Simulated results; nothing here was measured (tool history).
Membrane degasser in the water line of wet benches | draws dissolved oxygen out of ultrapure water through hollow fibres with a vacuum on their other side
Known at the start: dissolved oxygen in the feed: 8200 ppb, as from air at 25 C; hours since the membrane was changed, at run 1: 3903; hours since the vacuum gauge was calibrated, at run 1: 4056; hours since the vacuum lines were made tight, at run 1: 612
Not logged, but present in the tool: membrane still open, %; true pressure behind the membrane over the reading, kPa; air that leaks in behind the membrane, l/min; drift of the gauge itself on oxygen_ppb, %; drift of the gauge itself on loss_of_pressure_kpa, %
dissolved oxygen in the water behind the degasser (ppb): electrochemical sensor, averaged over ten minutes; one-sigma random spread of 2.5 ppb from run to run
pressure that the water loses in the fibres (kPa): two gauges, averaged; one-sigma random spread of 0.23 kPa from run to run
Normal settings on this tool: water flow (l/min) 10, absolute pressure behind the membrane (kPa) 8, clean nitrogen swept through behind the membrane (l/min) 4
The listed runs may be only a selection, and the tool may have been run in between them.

run	hour	water flow (l/min)	absolute pressure behind the membrane (kPa)	clean nitrogen swept through behind the membrane (l/min)	hours since the membrane was changed	hours since the vacuum gauge was calibrated	hours since the vacuum lines were made tight	dissolved oxygen in the water behind the degasser (ppb)	pressure that the water loses in the fibres (kPa)
1	0	10	8	4	3903	4056	612	279.2	61.64
2	112.5	10	8	4	4015	4168	724	279.8	61.42
3	214.6	10	14.6	4	4117	4270	826	321.8	61.23
4	297	10	14.6	4	4200	4353	909	326.1	61.74
5	399	10	14.6	4	4302	4455	1011	324.1	62.13
6	544.1	10	14.6	4	4447	4600	1156	318.1	61.86
7	646.3	10	14.6	4	4549	4702	1258	327.8	61.69
8	803.9	10	14.6	4	4706	4860	1415	323.3	62.04
9	900.8	10	14.6	4	4803	4956	1512	324.9	62.36
10	1062	8	8	4	4965	5118	1674	201.8	49.51
11	1200.7	8	8	4	5103	5256	1812	200.6	50.29
12	1323.2	10	8	4	5226	5379	1935	294	62.3
13	1427.8	15	8	4	5330	5483	2039	531.8	93.86
14	1588.8	10	8	4	5491	5644	2200	293.1	62.63
15	1699.5	10	8	4	5602	5755	2311	291.2	62.7
16	1801.9	10	8	3.09	5704	5858	2413	304.5	62.54
17	1888.7	12	14.15	6.66	5791	5944	2500	407.4	75.47
18	1984.2	14	15.91	11.86	5887	6040	2596	475.5	88.17
19	2095.7	9	12.57	4	5998	6151	2707	274.4	56.25
20	2218.9	9	17.43	6.45	6121	6274	2830	275.5	56.37
21	2304.8	9	17.43	6.45	6207	6360	2916	272	56.55
22	2390.8	9	17.43	6.45	6293	6446	3002	278.3	57.03
23	2513.7	9	17.43	6.45	6416	6569	3125	274.6	56.48
24	2637.6	9	17.43	6.45	6540	6693	3249	276.1	56.52
25	2802.4	14	17.43	6.45	6705	6858	3414	532.2	88.25
26	2942.2	6	19.02	8.66	6845	6998	3554	135.9	37.93
27	3063.6	6	19.02	8.66	6966	7119	3675	136.9	37.99
28	3142.8	7	14.55	5.5	7045	7198	3754	185.5	44.38
29	3253.9	10	13.52	2.34	7156	7310	3865	386.7	63.45
30	3398.8	10	12.39	2.04	7301	7454	4010	391.4	63.44
31	3523.3	10	16.75	2.04	7426	7579	4135	439.4	63.83
32	3656.7	10	8	9.33	7559	7712	4268	296.8	64.13

Run by run, hidden condition taken away, random variation retained:
run	dissolved oxygen in the water behind the degasser (ppb)	pressure that the water loses in the fibres (kPa)
1	247.7	59.46
2	247.3	59.18
3	288.3	58.94
4	291.5	59.39
5	288.8	59.73
6	282.3	59.39
7	290.2	59.15
8	284.9	59.4
9	285.6	59.66
10	170.8	47.29
11	168.9	47.99
12	250.5	59.37
13	464.2	89.37
14	247.8	59.55
15	245.4	59.55
16	256.5	59.35
17	349	71.58
18	408.8	83.54
19	230.6	53.23
20	231	53.31
21	227.5	53.42
22	232.2	53.83
23	228.2	53.24
24	228.7	53.22
25	452.8	82.97
26	107.7	35.62
27	108.1	35.63
28	147.9	41.6
29	323.1	59.4
30	325.4	59.31
31	372	59.61
32	234.2	59.81

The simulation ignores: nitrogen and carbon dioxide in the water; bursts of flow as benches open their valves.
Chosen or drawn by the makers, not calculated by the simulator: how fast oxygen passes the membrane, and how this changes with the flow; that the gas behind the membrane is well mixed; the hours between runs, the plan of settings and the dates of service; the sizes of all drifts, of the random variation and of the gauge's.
